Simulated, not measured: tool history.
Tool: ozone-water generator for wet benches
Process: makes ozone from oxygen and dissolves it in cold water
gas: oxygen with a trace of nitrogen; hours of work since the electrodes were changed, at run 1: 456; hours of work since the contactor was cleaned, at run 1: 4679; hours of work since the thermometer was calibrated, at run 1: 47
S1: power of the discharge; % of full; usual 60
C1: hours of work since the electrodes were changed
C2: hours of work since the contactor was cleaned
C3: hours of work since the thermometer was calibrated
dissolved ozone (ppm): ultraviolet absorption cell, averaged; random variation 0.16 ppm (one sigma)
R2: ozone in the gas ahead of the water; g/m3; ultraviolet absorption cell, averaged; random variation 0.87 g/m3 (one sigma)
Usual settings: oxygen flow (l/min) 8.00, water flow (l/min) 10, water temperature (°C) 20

run 1 hour=0.0 | S1=60 oxygen_flow_(l/min)=8.00 water_flow_(l/min)=10 water_temperature_(°C)=20 | C1=456 C2=4679 C3=47 | dissolved_ozone_(ppm)=19.6 R2=142.7
run 2 hour=17.5 | S1=60 oxygen_flow_(l/min)=8.00 water_flow_(l/min)=10 water_temperature_(°C)=20 | C1=468 C2=4691 C3=58 | dissolved_ozone_(ppm)=20.0 R2=142.7
run 3 hour=32.6 | S1=60 oxygen_flow_(l/min)=8.00 water_flow_(l/min)=10 water_temperature_(°C)=20 | C1=477 C2=4700 C3=68 | dissolved_ozone_(ppm)=19.5 R2=142.0
run 4 hour=50.9 | S1=60 oxygen_flow_(l/min)=8.00 water_flow_(l/min)=10 water_temperature_(°C)=20 | C1=489 C2=4712 C3=79 | dissolved_ozone_(ppm)=19.7 R2=143.0
run 5 hour=64.1 | S1=60 oxygen_flow_(l/min)=8.00 water_flow_(l/min)=7 water_temperature_(°C)=20 | C1=498 C2=4721 C3=88 | dissolved_ozone_(ppm)=25.0 R2=142.4
run 6 hour=83.2 | S1=80 oxygen_flow_(l/min)=8.00 water_flow_(l/min)=10 water_temperature_(°C)=20 | C1=510 C2=4733 C3=100 | dissolved_ozone_(ppm)=24.9 R2=179.9
run 7 hour=102.6 | S1=80 oxygen_flow_(l/min)=8.00 water_flow_(l/min)=10 water_temperature_(°C)=20 | C1=522 C2=4745 C3=112 | dissolved_ozone_(ppm)=24.8 R2=178.3
run 8 hour=122.6 | S1=80 oxygen_flow_(l/min)=8.00 water_flow_(l/min)=10 water_temperature_(°C)=20 | C1=535 C2=4758 C3=125 | dissolved_ozone_(ppm)=24.8 R2=179.5
run 9 hour=150.0 | S1=80 oxygen_flow_(l/min)=8.00 water_flow_(l/min)=10 water_temperature_(°C)=20 | C1=553 C2=4776 C3=143 | dissolved_ozone_(ppm)=24.6 R2=180.3
run 10 hour=176.4 | S1=69 oxygen_flow_(l/min)=8.00 water_flow_(l/min)=10 water_temperature_(°C)=20 | C1=570 C2=4793 C3=160 | dissolved_ozone_(ppm)=22.1 R2=159.3
run 11 hour=206.2 | S1=69 oxygen_flow_(l/min)=8.00 water_flow_(l/min)=10 water_temperature_(°C)=20 | C1=589 C2=4812 C3=179 | dissolved_ozone_(ppm)=22.2 R2=159.4
run 12 hour=230.6 | S1=69 oxygen_flow_(l/min)=8.00 water_flow_(l/min)=10 water_temperature_(°C)=20 | C1=604 C2=4827 C3=195 | dissolved_ozone_(ppm)=22.2 R2=159.4
run 13 hour=260.8 | S1=60 oxygen_flow_(l/min)=8.00 water_flow_(l/min)=10 water_temperature_(°C)=20 | C1=624 C2=4847 C3=214 | dissolved_ozone_(ppm)=19.8 R2=143.0
run 14 hour=285.0 | S1=60 oxygen_flow_(l/min)=4.59 water_flow_(l/min)=10 water_temperature_(°C)=20 | C1=639 C2=4862 C3=229 | dissolved_ozone_(ppm)=19.6 R2=171.5
run 15 hour=298.4 | S1=60 oxygen_flow_(l/min)=4.59 water_flow_(l/min)=10 water_temperature_(°C)=20 | C1=648 C2=4871 C3=238 | dissolved_ozone_(ppm)=19.9 R2=171.7
run 16 hour=320.6 | S1=60 oxygen_flow_(l/min)=4.59 water_flow_(l/min)=11 water_temperature_(°C)=19 | C1=662 C2=4885 C3=252 | dissolved_ozone_(ppm)=18.1 R2=171.8
run 17 hour=337.5 | S1=60 oxygen_flow_(l/min)=4.59 water_flow_(l/min)=12 water_temperature_(°C)=26 | C1=673 C2=4896 C3=263 | dissolved_ozone_(ppm)=14.8 R2=170.1
run 18 hour=362.4 | S1=93 oxygen_flow_(l/min)=4.50 water_flow_(l/min)=12 water_temperature_(°C)=20 | C1=689 C2=4912 C3=279 | dissolved_ozone_(ppm)=23.5 R2=244.1
run 19 hour=387.2 | S1=93 oxygen_flow_(l/min)=4.50 water_flow_(l/min)=12 water_temperature_(°C)=20 | C1=705 C2=4928 C3=295 | dissolved_ozone_(ppm)=23.6 R2=246.3
run 20 hour=401.6 | S1=60 oxygen_flow_(l/min)=8.00 water_flow_(l/min)=14 water_temperature_(°C)=20 | C1=714 C2=4937 C3=304 | dissolved_ozone_(ppm)=15.0 R2=143.6
run 21 hour=429.8 | S1=60 oxygen_flow_(l/min)=5.74 water_flow_(l/min)=14 water_temperature_(°C)=20 | C1=732 C2=4955 C3=322 | dissolved_ozone_(ppm)=14.9 R2=159.4
run 22 hour=459.4 | S1=60 oxygen_flow_(l/min)=5.74 water_flow_(l/min)=14 water_temperature_(°C)=20 | C1=751 C2=4974 C3=341 | dissolved_ozone_(ppm)=14.7 R2=160.3
run 23 hour=480.7 | S1=60 oxygen_flow_(l/min)=5.74 water_flow_(l/min)=14 water_temperature_(°C)=16 | C1=765 C2=4988 C3=355 | dissolved_ozone_(ppm)=15.7 R2=159.5
run 24 hour=511.9 | S1=95 oxygen_flow_(l/min)=5.74 water_flow_(l/min)=14 water_temperature_(°C)=16 | C1=785 C2=5008 C3=375 | dissolved_ozone_(ppm)=22.9 R2=230.1
run 25 hour=531.4 | S1=91 oxygen_flow_(l/min)=5.45 water_flow_(l/min)=8 water_temperature_(°C)=15 | C1=797 C2=5020 C3=388 | dissolved_ozone_(ppm)=37.1 R2=225.1
run 26 hour=548.6 | S1=60 oxygen_flow_(l/min)=8.00 water_flow_(l/min)=10 water_temperature_(°C)=20 | C1=809 C2=5031 C3=399 | dissolved_ozone_(ppm)=19.7 R2=143.3
run 27 hour=577.4 | S1=73 oxygen_flow_(l/min)=10.67 water_flow_(l/min)=8 water_temperature_(°C)=12 | C1=827 C2=5050 C3=417 | dissolved_ozone_(ppm)=31.8 R2=152.3
run 28 hour=608.1 | S1=73 oxygen_flow_(l/min)=10.67 water_flow_(l/min)=8 water_temperature_(°C)=12 | C1=847 C2=5070 C3=437 | dissolved_ozone_(ppm)=32.1 R2=151.7
run 29 hour=631.6 | S1=45 oxygen_flow_(l/min)=6.79 water_flow_(l/min)=8 water_temperature_(°C)=20 | C1=862 C2=5085 C3=452 | dissolved_ozone_(ppm)=18.5 R2=118.8

Forecast each of these 5 alternatives for the next run:
run A hour=645.5 | S1=45 oxygen_flow_(l/min)=12.02 water_flow_(l/min)=7 water_temperature_(°C)=12 | C1=871 C2=5094 C3=461 | dissolved_ozone_(ppm)=? R2=?
run B hour=645.5 | S1=60 oxygen_flow_(l/min)=8.00 water_flow_(l/min)=8 water_temperature_(°C)=26 | C1=871 C2=5094 C3=461 | dissolved_ozone_(ppm)=? R2=?
run C hour=645.5 | S1=46 oxygen_flow_(l/min)=13.43 water_flow_(l/min)=8 water_temperature_(°C)=20 | C1=871 C2=5094 C3=461 | dissolved_ozone_(ppm)=? R2=?
run D hour=645.5 | S1=60 oxygen_flow_(l/min)=5.12 water_flow_(l/min)=16 water_temperature_(°C)=20 | C1=871 C2=5094 C3=461 | dissolved_ozone_(ppm)=? R2=?
run E hour=645.5 | S1=93 oxygen_flow_(l/min)=12.44 water_flow_(l/min)=10 water_temperature_(°C)=25 | C1=871 C2=5094 C3=461 | dissolved_ozone_(ppm)=? R2=?

run=A dissolved_ozone_(ppm)=23.2 R2=99.7
run=B dissolved_ozone_(ppm)=19.9 R2=142.3
run=C dissolved_ozone_(ppm)=17.5 R2=97.9
run=D dissolved_ozone_(ppm)=12.8 R2=163.5
run=E dissolved_ozone_(ppm)=23.8 R2=175.6
Without the tool's hidden state the same runs would have given:
run=A dissolved_ozone_(ppm)=23.2 R2=99.7
run=B dissolved_ozone_(ppm)=19.9 R2=142.3
run=C dissolved_ozone_(ppm)=17.5 R2=97.9
run=D dissolved_ozone_(ppm)=12.8 R2=163.5
run=E dissolved_ozone_(ppm)=23.8 R2=175.6
